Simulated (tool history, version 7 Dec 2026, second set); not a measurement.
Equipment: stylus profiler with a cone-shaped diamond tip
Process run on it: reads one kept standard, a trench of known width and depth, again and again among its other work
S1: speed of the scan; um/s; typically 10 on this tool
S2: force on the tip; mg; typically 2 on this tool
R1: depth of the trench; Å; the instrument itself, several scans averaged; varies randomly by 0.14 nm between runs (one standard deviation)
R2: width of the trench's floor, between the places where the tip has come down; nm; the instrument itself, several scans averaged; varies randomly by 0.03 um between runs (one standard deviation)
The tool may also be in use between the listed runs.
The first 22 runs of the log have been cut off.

| run | hour | S1 | S2 | R1 | R2 |
|---|---|---|---|---|---|
| 23 | 973.1 | 10 | 2 | 5044.3 | 96550 |
| 24 | 1034.3 | 2 | 4.63 | 5079.2 | 96640 |
| 25 | 1063.1 | 3 | 1.03 | 5026.8 | 96540 |
| 26 | 1115.4 | 5 | 4.68 | 5079.9 | 96500 |
| 27 | 1162.2 | 10 | 3.27 | 5059.5 | 96500 |
| 28 | 1195.1 | 10 | 3.27 | 5057.3 | 96470 |
| 29 | 1226.6 | 10 | 3.27 | 5059.3 | 96460 |
| 30 | 1269.3 | 13 | 1 | 5023.7 | 96380 |
| 31 | 1335.3 | 10 | 0.76 | 5017.8 | 96420 |
| 32 | 1363.3 | 10 | 0.76 | 5015.8 | 96360 |
| 33 | 1408.2 | 2 | 2 | 5039.5 | 96530 |
| 34 | 1440 | 24 | 1.25 | 5024.5 | 96260 |
| 35 | 1507 | 6 | 1.03 | 5021.7 | 96390 |
| 36 | 1563.8 | 6 | 1.03 | 5019.9 | 96400 |
| 37 | 1618.6 | 6 | 1.03 | 5018 | 96380 |
| 38 | 1666 | 16 | 1.37 | 5025.8 | 96310 |
| 39 | 1706.5 | 17 | 3.09 | 5052.7 | 96370 |
| 40 | 1771.2 | 3 | 5.32 | 5080.3 | 96460 |
| 41 | 1815.5 | 3 | 5.32 | 5078.5 | 96390 |
| 42 | 1869.4 | 11 | 2.77 | 5047.4 | 96300 |
| 43 | 1923.5 | 3 | 4.36 | 5064.7 | 96300 |
| 44 | 1989.3 | 22 | 1.31 | 5020.8 | 96170 |
| 45 | 2022.3 | 27 | 0.75 | 5010.9 | 96040 |

3 ways to go on from here, each from the tool as it stands after run 45. What would each give?
| A | 2071.4 | 13 | 1.69 | ? | ? |
| B | 2071.4 | 8 | 3.37 | ? | ? |
| C | 2071.4 | 37 | 5.25 | ? | ? |

| run | R1 | R2 |
|---|---|---|
| A | 5024.5 | 96260 |
| B | 5052.6 | 96270 |
| C | 5072.4 | 96140 |
The same runs, with their run-to-run variation unchanged, on a tool lacking any hidden condition would have given:
| run | R1 | R2 |
|---|---|---|
| A | 5039.9 | 97280 |
| B | 5068.1 | 97290 |
| C | 5088 | 97160 |
